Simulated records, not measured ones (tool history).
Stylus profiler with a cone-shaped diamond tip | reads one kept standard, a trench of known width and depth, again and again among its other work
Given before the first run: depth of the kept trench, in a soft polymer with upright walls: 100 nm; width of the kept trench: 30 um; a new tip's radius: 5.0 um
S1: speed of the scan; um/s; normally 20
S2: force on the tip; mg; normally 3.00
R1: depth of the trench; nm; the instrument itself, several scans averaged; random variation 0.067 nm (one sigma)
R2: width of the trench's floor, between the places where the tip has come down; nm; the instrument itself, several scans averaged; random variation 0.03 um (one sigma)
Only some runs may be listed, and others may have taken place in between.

run     day  S1    S2      R1     R2
  1   0.000  20  3.00  101.62  27640
  2   0.838  20  3.00  101.63  27660
  3   1.817  20  1.37  100.85  27620
  4   2.508  20  1.37  101.00  27600
  5   3.246  20  1.37  101.04  27600
  6   4.121  20  2.03  101.38  27560
  7   4.796  20  2.03  101.39  27620
  8   5.517   9  2.03  101.29  27680
  9   6.350   9  2.03  101.23  27630
 10   7.096   9  2.03  101.35  27610
 11   7.796   9  2.03  101.27  27600
 12   8.200   9  2.03  101.28  27620
 13   8.846   9  2.03  101.34  27550
 14   9.304  20  3.00  101.78  27530
 15   9.983  20  3.00  101.72  27560
 16  10.729   9  3.00  101.74  27540
 17  11.542   9  3.00  101.79  27570
 18  12.517   9  3.00  101.67  27580
 19  13.158   9  3.00  101.76  27540
 20  13.804  12  3.00  101.75  27540
 21  14.621  12  3.00  101.70  27510
 22  15.142  12  3.00  101.64  27490
 23  15.950  20  3.00  101.64  27490
 24  16.796   8  7.91  103.37  27510
 25  17.638  26  3.58  101.92  27500
 26  18.133  26  3.58  101.91  27470
 27  18.650  43  2.26  101.33  27350
 28  19.538  69  1.25  100.83  27200
 29  20.092  16  1.25  100.84  27490
 30  20.625   7  2.86  101.68  27430
 31  21.129  16  4.45  102.30  27450
 32  22.046  60  3.43  101.91  27390
 33  22.454  28  3.00  101.59  27420
 34  23.038  15  5.42  102.44  27430
 35  23.879  15  5.42  102.55  27460
 36  24.696  15  5.42  102.61  27440

Run 37 comes next. What will it give?
 37  25.571  22  4.29   ?   ?

{"run 37": {"R1": 102.11, "R2": 27450}}
Had the tool carried no hidden state, the very same run would have given R1 102.24 nm, R2 27990 nm.

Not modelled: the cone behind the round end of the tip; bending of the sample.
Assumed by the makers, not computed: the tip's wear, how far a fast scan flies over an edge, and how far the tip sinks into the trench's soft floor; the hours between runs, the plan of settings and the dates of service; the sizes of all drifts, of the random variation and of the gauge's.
